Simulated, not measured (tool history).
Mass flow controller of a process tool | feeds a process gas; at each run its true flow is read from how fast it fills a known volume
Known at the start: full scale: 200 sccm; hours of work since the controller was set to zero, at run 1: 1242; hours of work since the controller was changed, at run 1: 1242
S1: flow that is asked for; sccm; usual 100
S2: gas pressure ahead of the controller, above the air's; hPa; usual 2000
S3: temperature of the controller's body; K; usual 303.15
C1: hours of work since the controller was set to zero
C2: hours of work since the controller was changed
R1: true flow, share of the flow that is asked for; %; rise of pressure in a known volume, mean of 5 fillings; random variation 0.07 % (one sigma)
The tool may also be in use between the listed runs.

run,hour,S1,S2,S3,C1,C2,R1
1,0,100,2000,303.15,1242,1242,98.91
2,175.5,100,2000,297.15,1305,1305,99.35
3,298.4,106,2000,297.15,1349,1349,99.5
4,441.8,106,2000,297.15,1400,1400,99.28
5,624.3,106,2000,297.15,1466,1466,99.49
6,852.4,182,2000,303.15,1548,1548,99.87
7,1012.8,182,2000,303.15,1606,1606,99.82
8,1111,100,2240,303.15,1641,1641,98.99
9,1210.1,100,2240,303.15,1677,1677,98.89
10,1443.6,100,2240,303.15,1761,1761,98.97
11,1660.6,100,2240,303.15,1839,1839,99.05
12,1833.9,100,2240,303.15,1901,1901,99.12
13,1929.4,100,2010,303.15,1935,1935,99.13
14,2050.6,100,2010,303.15,1979,1979,99.2
# hour 2068.1: controller's zero set anew
15,2239.1,34,2450,303.15,62,2047,100.34
16,2379.6,100,2600,303.15,112,2097,99.03
17,2533.5,100,1630,302.15,167,2153,99.61
18,2704.2,100,1630,302.15,229,2214,99.66
# hour 2725.4: controller's zero set anew, once more
19,2850.3,144,2000,303.15,45,2266,98.95
20,2997.5,144,2000,303.15,98,2319,98.89
21,3140.5,144,2000,303.15,149,2371,99.1
22,3357,144,1890,303.15,227,2449,99.01
23,3460.3,111,2710,294.15,264,2486,98.76

3 ways to go on from here, each from the tool as it stands after run 23. What would each give?
A,3685.4,100,1670,303.15,345,2567,?
B,3685.4,50,2290,294.15,345,2567,?
C,3685.4,66,2710,311.15,345,2567,?

run,R1
A,98.61
B,98.42
C,97.38
Without the tool's hidden state the same runs would have given:
run,R1
A,98.46
B,97.97
C,97.07
